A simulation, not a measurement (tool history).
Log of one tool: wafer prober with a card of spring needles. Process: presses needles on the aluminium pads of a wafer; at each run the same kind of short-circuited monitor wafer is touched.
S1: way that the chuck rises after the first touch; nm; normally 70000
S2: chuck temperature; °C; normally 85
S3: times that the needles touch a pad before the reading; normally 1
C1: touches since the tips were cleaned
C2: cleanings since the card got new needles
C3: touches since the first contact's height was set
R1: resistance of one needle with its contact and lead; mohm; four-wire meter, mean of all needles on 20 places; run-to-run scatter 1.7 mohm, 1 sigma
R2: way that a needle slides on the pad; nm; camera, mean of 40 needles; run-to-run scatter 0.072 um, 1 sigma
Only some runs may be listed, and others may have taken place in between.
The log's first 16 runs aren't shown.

run   hour     S1   S2  S3    C1  C2      C3   R1     R2
     144.8  -- tips cleaned on abrasive film
 17  147.1  70000   85   2  1195  39  104150  199  18330
 18  158.9  70000   85   2  7301  39  110256  221  18310
     160.2  -- tips cleaned on abrasive film
 19  166.4  70000   85   2  3252  40  114141  214  18340
     167.7  -- height of the first contact set anew
     175.5  -- tips cleaned on abrasive film
 20  175.5  67000   91   3     0  41    4008  181  17420
 21  184.3  69000   85   1  4567  41    8575  254  17890
     190.5  -- tips cleaned on abrasive film
 22  195.3  69000   42   1  2512  42   14260  235  17900
 23  202.4  83000   91   2  6190  42   17938  210  21670
     205.3  -- tips cleaned on abrasive film
 24  211.7  77000   85   2  3316  43   22717  206  19960
     220.2  -- tips cleaned on abrasive film
 25  221.4  63000  113   2   646  44   27714  201  16210
     222.4  -- height of the first contact set anew, once more
 26  232.4  73000   85   2  6186  44    5189  221  19680
     235.4  -- tips cleaned on abrasive film
 27  242.5  55000   85   2  3674  45   10384  243  14710
     250.4  -- tips cleaned on abrasive film
 28  250.7  55000   85   2   136  46   14572  189  14730
 29  260.9  55000   58   2  5454  46   19890  246  14720
     265.1  -- tips cleaned on abrasive film
 30  270.3  70000   92   1  2713  47   24727  230  18780
 31  277.5  70000   92   1  6428  47   28442  252  18650
     280.2  -- tips cleaned on abrasive film
 32  286.7  70000   92   1  3415  48   33201  238  18670

Branching from run 32: 5 alternative next runs. What would each branch give?
  A  294.5  68000  44   3  7439  48  37225   ?   ?
  B  294.5  85000  92   1  7439  48  37225   ?   ?
  C  294.5  70000  92   2  7439  48  37225   ?   ?
  D  294.5  63000  70   2  7439  48  37225   ?   ?
  E  294.5  77000  26   3  7439  48  37225   ?   ?

run   R1     R2
  A  203  18030
  B  228  22750
  C  221  18840
  D  233  16850
  E  189  20730
Stripped of hidden state, with their random variation kept, the same runs would have yielded:
run   R1     R2
  A  168  18130
  B  171  22850
  C  172  18950
  D  172  16950
  E  160  20840

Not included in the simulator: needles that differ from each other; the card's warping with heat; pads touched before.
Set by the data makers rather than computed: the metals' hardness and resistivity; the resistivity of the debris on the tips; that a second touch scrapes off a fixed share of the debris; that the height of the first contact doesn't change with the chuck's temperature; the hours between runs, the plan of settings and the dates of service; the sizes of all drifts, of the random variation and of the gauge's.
